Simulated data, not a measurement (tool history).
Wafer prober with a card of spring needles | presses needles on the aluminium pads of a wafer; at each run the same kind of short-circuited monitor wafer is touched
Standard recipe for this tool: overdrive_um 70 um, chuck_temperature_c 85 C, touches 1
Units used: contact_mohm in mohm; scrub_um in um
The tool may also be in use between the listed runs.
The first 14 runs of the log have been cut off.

{"hour": 155.7, "done": "tips cleaned on abrasive film"}
{"run": 15, "hour": 165.1, "overdrive_um": 56, "chuck_temperature_c": 85, "touches": 1, "contact_mohm": 261, "scrub_um": 14.66}
{"hour": 168.9, "done": "height of the first contact set anew, once more"}
{"hour": 169.0, "done": "tips cleaned on abrasive film"}
{"run": 16, "hour": 174.0, "overdrive_um": 70, "chuck_temperature_c": 85, "touches": 3, "contact_mohm": 242, "scrub_um": 19.21}
{"hour": 182.0, "done": "tips cleaned on abrasive film"}
{"run": 17, "hour": 182.0, "overdrive_um": 80, "chuck_temperature_c": 85, "touches": 1, "contact_mohm": 239, "scrub_um": 21.95}
{"run": 18, "hour": 193.8, "overdrive_um": 72, "chuck_temperature_c": 85, "touches": 1, "contact_mohm": 255, "scrub_um": 19.75}
{"hour": 195.3, "done": "tips cleaned on abrasive film"}
{"run": 19, "hour": 202.6, "overdrive_um": 72, "chuck_temperature_c": 85, "touches": 1, "contact_mohm": 248, "scrub_um": 19.7}
{"hour": 208.1, "done": "tips cleaned on abrasive film"}
{"run": 20, "hour": 210.4, "overdrive_um": 77, "chuck_temperature_c": 29, "touches": 3, "contact_mohm": 224, "scrub_um": 21.08}
{"run": 21, "hour": 220.3, "overdrive_um": 55, "chuck_temperature_c": 29, "touches": 2, "contact_mohm": 242, "scrub_um": 15.01}
{"hour": 221.2, "done": "tips cleaned on abrasive film"}
{"run": 22, "hour": 229.9, "overdrive_um": 55, "chuck_temperature_c": 29, "touches": 2, "contact_mohm": 239, "scrub_um": 14.94}
{"hour": 235.1, "done": "tips cleaned on abrasive film"}
{"run": 23, "hour": 243.7, "overdrive_um": 79, "chuck_temperature_c": 61, "touches": 1, "contact_mohm": 242, "scrub_um": 21.55}
{"hour": 248.8, "done": "tips cleaned on abrasive film"}
{"run": 24, "hour": 253.2, "overdrive_um": 79, "chuck_temperature_c": 61, "touches": 1, "contact_mohm": 236, "scrub_um": 21.51}
{"hour": 261.7, "done": "tips cleaned on abrasive film"}
{"run": 25, "hour": 265.2, "overdrive_um": 65, "chuck_temperature_c": 113, "touches": 1, "contact_mohm": 252, "scrub_um": 17.62}
{"hour": 274.9, "done": "tips cleaned on abrasive film"}
{"run": 26, "hour": 277.8, "overdrive_um": 70, "chuck_temperature_c": 26, "touches": 1, "contact_mohm": 229, "scrub_um": 19.0}
{"hour": 288.3, "done": "tips cleaned on abrasive film"}
{"run": 27, "hour": 288.3, "overdrive_um": 63, "chuck_temperature_c": 50, "touches": 1, "contact_mohm": 233, "scrub_um": 17.01}
{"run": 28, "hour": 300.7, "overdrive_um": 90, "chuck_temperature_c": 34, "touches": 2, "contact_mohm": 230, "scrub_um": 24.45}
{"hour": 302.1, "done": "tips cleaned on abrasive film"}
{"run": 29, "hour": 311.3, "overdrive_um": 53, "chuck_temperature_c": 53, "touches": 2, "contact_mohm": 248, "scrub_um": 14.23}
{"hour": 315.4, "done": "tips cleaned on abrasive film"}
{"run": 30, "hour": 326.2, "overdrive_um": 53, "chuck_temperature_c": 53, "touches": 2, "contact_mohm": 250, "scrub_um": 14.23}
{"hour": 328.7, "done": "tips cleaned on abrasive film"}
{"run": 31, "hour": 340.1, "overdrive_um": 69, "chuck_temperature_c": 61, "touches": 2, "contact_mohm": 244, "scrub_um": 18.64}
{"hour": 342.2, "done": "tips cleaned on abrasive film"}
{"hour": 349.3, "done": "height of the first contact set anew"}
{"run": 32, "hour": 353.7, "overdrive_um": 69, "chuck_temperature_c": 61, "touches": 2, "contact_mohm": 240, "scrub_um": 18.97}

Here are 4 independent what-if runs from the current tool condition. What would each one return?
{"hour": 355.8, "done": "tips cleaned on abrasive film"}
{"run": "A", "hour": 368.0, "overdrive_um": 87, "chuck_temperature_c": 85, "touches": 2, "contact_mohm": "?", "scrub_um": "?"}
{"hour": 355.8, "done": "tips cleaned on abrasive film"}
{"run": "B", "hour": 368.0, "overdrive_um": 68, "chuck_temperature_c": 61, "touches": 2, "contact_mohm": "?", "scrub_um": "?"}
{"hour": 355.8, "done": "tips cleaned on abrasive film"}
{"run": "C", "hour": 368.0, "overdrive_um": 73, "chuck_temperature_c": 88, "touches": 2, "contact_mohm": "?", "scrub_um": "?"}
{"hour": 355.8, "done": "tips cleaned on abrasive film"}
{"run": "D", "hour": 368.0, "overdrive_um": 74, "chuck_temperature_c": 98, "touches": 2, "contact_mohm": "?", "scrub_um": "?"}

run=A contact_mohm=248 scrub_um=23.92
run=B contact_mohm=245 scrub_um=18.63
run=C contact_mohm=247 scrub_um=20.02
run=D contact_mohm=251 scrub_um=20.35
Without the tool's hidden state the same runs would have given:
run=A contact_mohm=241 scrub_um=23.94
run=B contact_mohm=234 scrub_um=18.65
run=C contact_mohm=239 scrub_um=20.04
run=D contact_mohm=243 scrub_um=20.37

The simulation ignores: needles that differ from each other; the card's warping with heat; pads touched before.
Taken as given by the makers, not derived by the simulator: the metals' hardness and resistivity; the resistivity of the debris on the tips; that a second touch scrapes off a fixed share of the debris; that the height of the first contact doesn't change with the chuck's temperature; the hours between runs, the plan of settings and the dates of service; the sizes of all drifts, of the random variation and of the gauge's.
